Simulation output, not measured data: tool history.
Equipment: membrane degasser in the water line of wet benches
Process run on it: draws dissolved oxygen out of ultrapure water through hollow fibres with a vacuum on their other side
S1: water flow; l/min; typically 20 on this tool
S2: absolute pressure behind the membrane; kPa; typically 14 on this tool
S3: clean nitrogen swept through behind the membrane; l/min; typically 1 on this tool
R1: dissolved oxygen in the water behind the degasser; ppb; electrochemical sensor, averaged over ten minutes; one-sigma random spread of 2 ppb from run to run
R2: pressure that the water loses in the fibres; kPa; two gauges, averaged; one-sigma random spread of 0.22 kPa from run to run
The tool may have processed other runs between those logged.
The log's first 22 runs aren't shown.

run	hour	S1	S2	S3	R1	R2
# hour 1598.7: vacuum gauge calibrated, once more
23	1631.9	29	21.8	0.42	1920.6	79.18
24	1734.4	29	21.8	0.42	1918.1	79.45
25	1822.5	29	21.8	0.42	1922	78.86
26	1926.6	13	14	1	318.8	35.78
27	2013.9	13	14	1	323.6	35.46
28	2088.9	13	14	1	322.1	35.53
29	2136.3	13	14	1	319.7	35.45
30	2227.1	13	14	1	319.7	35.29
31	2280.6	13	14	1	319.5	35.64
32	2368	22	27	1	1052.8	60.3

Predict each of these 4 candidate next runs independently; none follows another, all start after run 32:
A	2469.1	22	27	2.44	?	?
B	2469.1	16	17.4	2.55	?	?
C	2469.1	15	14.5	1	?	?
D	2469.1	22	27	2.47	?	?

run	R1	R2
A	511.2	59.73
B	217.7	43.58
C	381.5	41.08
D	509	60.06
Stripped of hidden state, with their random variation kept, the same runs would have yielded:
run	R1	R2
A	505.5	59.07
B	214.4	43.09
C	376.5	40.62
D	503.3	59.4

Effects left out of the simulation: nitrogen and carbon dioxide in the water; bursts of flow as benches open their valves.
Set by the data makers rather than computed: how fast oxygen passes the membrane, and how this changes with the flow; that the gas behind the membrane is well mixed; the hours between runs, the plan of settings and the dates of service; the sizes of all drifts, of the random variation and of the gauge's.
